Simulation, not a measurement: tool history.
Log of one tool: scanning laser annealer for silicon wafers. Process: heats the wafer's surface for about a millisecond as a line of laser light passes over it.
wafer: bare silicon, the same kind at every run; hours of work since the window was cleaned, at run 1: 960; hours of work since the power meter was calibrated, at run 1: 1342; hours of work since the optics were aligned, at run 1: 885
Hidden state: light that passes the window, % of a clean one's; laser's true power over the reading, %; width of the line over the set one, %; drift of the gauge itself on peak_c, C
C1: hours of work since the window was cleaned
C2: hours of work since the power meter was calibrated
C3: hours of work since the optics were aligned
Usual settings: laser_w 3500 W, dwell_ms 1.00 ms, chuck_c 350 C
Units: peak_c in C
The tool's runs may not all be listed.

run 1 day=0.000 | laser_w=3500 dwell_ms=1.00 chuck_c=350 | C1=960 C2=1342 C3=885 | peak_c=1073
-- day=0.833 window over the wafer cleaned
run 2 day=2.758 | laser_w=3500 dwell_ms=1.21 chuck_c=350 | C1=35 C2=1390 C3=933 | peak_c=1188
run 3 day=5.462 | laser_w=3500 dwell_ms=1.00 chuck_c=350 | C1=83 C2=1438 C3=982 | peak_c=1101
-- day=7.967 optics aligned, line set to its width
run 4 day=8.908 | laser_w=3500 dwell_ms=1.00 chuck_c=350 | C1=142 C2=1497 C3=17 | peak_c=1119
run 5 day=12.325 | laser_w=3500 dwell_ms=1.00 chuck_c=350 | C1=203 C2=1558 C3=78 | peak_c=1116
run 6 day=14.767 | laser_w=3500 dwell_ms=1.00 chuck_c=350 | C1=247 C2=1602 C3=122 | peak_c=1111
run 7 day=17.633 | laser_w=3500 dwell_ms=0.98 chuck_c=312 | C1=299 C2=1654 C3=174 | peak_c=1065
run 8 day=20.104 | laser_w=3639 dwell_ms=1.00 chuck_c=372 | C1=343 C2=1698 C3=218 | peak_c=1160
run 9 day=22.233 | laser_w=3733 dwell_ms=1.00 chuck_c=368 | C1=381 C2=1736 C3=257 | peak_c=1179
run 10 day=23.692 | laser_w=3733 dwell_ms=1.00 chuck_c=368 | C1=408 C2=1762 C3=283 | peak_c=1177
run 11 day=26.579 | laser_w=3500 dwell_ms=1.00 chuck_c=327 | C1=459 C2=1814 C3=335 | peak_c=1076

4 ways to go on from here, each from the tool as it stands after run 11. What would each give?
run A day=28.100 | laser_w=3753 dwell_ms=0.90 chuck_c=369 | C1=487 C2=1842 C3=362 | peak_c=?
run B day=28.100 | laser_w=3068 dwell_ms=0.82 chuck_c=327 | C1=487 C2=1842 C3=362 | peak_c=?
run C day=28.100 | laser_w=3067 dwell_ms=1.10 chuck_c=334 | C1=487 C2=1842 C3=362 | peak_c=?
run D day=28.100 | laser_w=3056 dwell_ms=1.00 chuck_c=350 | C1=487 C2=1842 C3=362 | peak_c=?

run=A peak_c=1132
run=B peak_c=912
run=C peak_c=1016
run=D peak_c=993
Without the tool's hidden state the same runs would have given:
run=A peak_c=1156
run=B peak_c=931
run=C peak_c=1038
run=D peak_c=1014

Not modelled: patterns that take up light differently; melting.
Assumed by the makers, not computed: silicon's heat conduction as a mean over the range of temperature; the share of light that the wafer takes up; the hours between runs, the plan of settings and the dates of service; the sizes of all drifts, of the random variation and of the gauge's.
